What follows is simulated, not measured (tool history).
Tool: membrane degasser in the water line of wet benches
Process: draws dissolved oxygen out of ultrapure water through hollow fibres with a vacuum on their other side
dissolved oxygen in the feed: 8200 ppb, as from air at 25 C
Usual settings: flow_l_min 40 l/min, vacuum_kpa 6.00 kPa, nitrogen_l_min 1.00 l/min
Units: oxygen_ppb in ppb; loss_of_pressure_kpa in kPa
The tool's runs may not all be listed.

run 1 hour=0.0 | flow_l_min=40 vacuum_kpa=6.00 nitrogen_l_min=1.00 | oxygen_ppb=284.1 loss_of_pressure_kpa=50.45
run 2 hour=148.2 | flow_l_min=40 vacuum_kpa=6.00 nitrogen_l_min=1.00 | oxygen_ppb=291.6 loss_of_pressure_kpa=50.04
run 3 hour=239.6 | flow_l_min=40 vacuum_kpa=6.00 nitrogen_l_min=1.00 | oxygen_ppb=294.1 loss_of_pressure_kpa=49.45
-- hour=258.6 seals of the vacuum lines changed
run 4 hour=317.7 | flow_l_min=51 vacuum_kpa=6.00 nitrogen_l_min=1.00 | oxygen_ppb=402.1 loss_of_pressure_kpa=63.92
run 5 hour=480.8 | flow_l_min=40 vacuum_kpa=6.00 nitrogen_l_min=1.00 | oxygen_ppb=293.4 loss_of_pressure_kpa=50.26
run 6 hour=627.6 | flow_l_min=54 vacuum_kpa=6.00 nitrogen_l_min=1.00 | oxygen_ppb=432.4 loss_of_pressure_kpa=68.14
run 7 hour=800.7 | flow_l_min=40 vacuum_kpa=6.00 nitrogen_l_min=1.00 | oxygen_ppb=294.2 loss_of_pressure_kpa=50.17
run 8 hour=945.2 | flow_l_min=40 vacuum_kpa=6.00 nitrogen_l_min=1.00 | oxygen_ppb=292.5 loss_of_pressure_kpa=50.48
run 9 hour=1032.6 | flow_l_min=40 vacuum_kpa=6.00 nitrogen_l_min=0.75 | oxygen_ppb=348.7 loss_of_pressure_kpa=49.89
run 10 hour=1158.5 | flow_l_min=44 vacuum_kpa=6.00 nitrogen_l_min=1.00 | oxygen_ppb=333.6 loss_of_pressure_kpa=55.75
run 11 hour=1267.8 | flow_l_min=44 vacuum_kpa=6.00 nitrogen_l_min=1.00 | oxygen_ppb=339.5 loss_of_pressure_kpa=55.24
run 12 hour=1446.0 | flow_l_min=44 vacuum_kpa=6.00 nitrogen_l_min=1.00 | oxygen_ppb=336.8 loss_of_pressure_kpa=55.80
run 13 hour=1554.1 | flow_l_min=44 vacuum_kpa=6.00 nitrogen_l_min=1.00 | oxygen_ppb=338.5 loss_of_pressure_kpa=55.79
-- hour=1564.9 vacuum gauge calibrated
run 14 hour=1695.9 | flow_l_min=44 vacuum_kpa=6.00 nitrogen_l_min=1.00 | oxygen_ppb=340.6 loss_of_pressure_kpa=56.37
run 15 hour=1800.8 | flow_l_min=44 vacuum_kpa=6.00 nitrogen_l_min=1.00 | oxygen_ppb=346.8 loss_of_pressure_kpa=56.13
run 16 hour=1890.2 | flow_l_min=44 vacuum_kpa=6.00 nitrogen_l_min=1.00 | oxygen_ppb=347.9 loss_of_pressure_kpa=55.93
run 17 hour=2025.6 | flow_l_min=24 vacuum_kpa=3.84 nitrogen_l_min=1.00 | oxygen_ppb=54.9 loss_of_pressure_kpa=30.59
-- hour=2175.3 vacuum gauge calibrated, once more
run 18 hour=2175.3 | flow_l_min=24 vacuum_kpa=4.11 nitrogen_l_min=0.64 | oxygen_ppb=72.5 loss_of_pressure_kpa=30.26
run 19 hour=2318.0 | flow_l_min=45 vacuum_kpa=6.88 nitrogen_l_min=1.11 | oxygen_ppb=374.5 loss_of_pressure_kpa=57.31
run 20 hour=2448.8 | flow_l_min=37 vacuum_kpa=12.14 nitrogen_l_min=1.00 | oxygen_ppb=677.3 loss_of_pressure_kpa=47.20
run 21 hour=2580.4 | flow_l_min=37 vacuum_kpa=12.14 nitrogen_l_min=1.00 | oxygen_ppb=677.0 loss_of_pressure_kpa=47.41
run 22 hour=2751.9 | flow_l_min=37 vacuum_kpa=12.14 nitrogen_l_min=1.00 | oxygen_ppb=681.9 loss_of_pressure_kpa=47.49
run 23 hour=2874.8 | flow_l_min=33 vacuum_kpa=7.26 nitrogen_l_min=2.38 | oxygen_ppb=158.5 loss_of_pressure_kpa=42.00
run 24 hour=2973.4 | flow_l_min=40 vacuum_kpa=6.00 nitrogen_l_min=2.08 | oxygen_ppb=182.6 loss_of_pressure_kpa=51.83
run 25 hour=3065.7 | flow_l_min=27 vacuum_kpa=9.18 nitrogen_l_min=2.72 | oxygen_ppb=151.0 loss_of_pressure_kpa=34.80
run 26 hour=3226.8 | flow_l_min=27 vacuum_kpa=9.18 nitrogen_l_min=2.72 | oxygen_ppb=151.1 loss_of_pressure_kpa=34.53
run 27 hour=3325.5 | flow_l_min=25 vacuum_kpa=11.98 nitrogen_l_min=2.72 | oxygen_ppb=196.7 loss_of_pressure_kpa=32.11
run 28 hour=3504.5 | flow_l_min=25 vacuum_kpa=11.98 nitrogen_l_min=2.72 | oxygen_ppb=194.3 loss_of_pressure_kpa=32.01
run 29 hour=3611.4 | flow_l_min=56 vacuum_kpa=11.98 nitrogen_l_min=2.72 | oxygen_ppb=564.9 loss_of_pressure_kpa=72.10
run 30 hour=3782.7 | flow_l_min=59 vacuum_kpa=6.00 nitrogen_l_min=1.58 | oxygen_ppb=427.0 loss_of_pressure_kpa=76.41
run 31 hour=3899.4 | flow_l_min=27 vacuum_kpa=7.57 nitrogen_l_min=2.93 | oxygen_ppb=108.3 loss_of_pressure_kpa=34.98
run 32 hour=4063.1 | flow_l_min=62 vacuum_kpa=6.00 nitrogen_l_min=1.00 | oxygen_ppb=553.4 loss_of_pressure_kpa=80.54

3 ways to go on from here, each from the tool as it stands after run 32. What would each give?
run A hour=4141.8 | flow_l_min=30 vacuum_kpa=11.19 nitrogen_l_min=2.38 | oxygen_ppb=? loss_of_pressure_kpa=?
run B hour=4141.8 | flow_l_min=40 vacuum_kpa=5.67 nitrogen_l_min=2.72 | oxygen_ppb=? loss_of_pressure_kpa=?
run C hour=4141.8 | flow_l_min=62 vacuum_kpa=12.61 nitrogen_l_min=2.36 | oxygen_ppb=? loss_of_pressure_kpa=?

run=A oxygen_ppb=254.2 loss_of_pressure_kpa=39.01
run=B oxygen_ppb=154.6 loss_of_pressure_kpa=51.40
run=C oxygen_ppb=735.1 loss_of_pressure_kpa=80.17
Without the tool's hidden state the same runs would have given:
run=A oxygen_ppb=245.8 loss_of_pressure_kpa=37.04
run=B oxygen_ppb=137.1 loss_of_pressure_kpa=48.79
run=C oxygen_ppb=693.1 loss_of_pressure_kpa=76.09

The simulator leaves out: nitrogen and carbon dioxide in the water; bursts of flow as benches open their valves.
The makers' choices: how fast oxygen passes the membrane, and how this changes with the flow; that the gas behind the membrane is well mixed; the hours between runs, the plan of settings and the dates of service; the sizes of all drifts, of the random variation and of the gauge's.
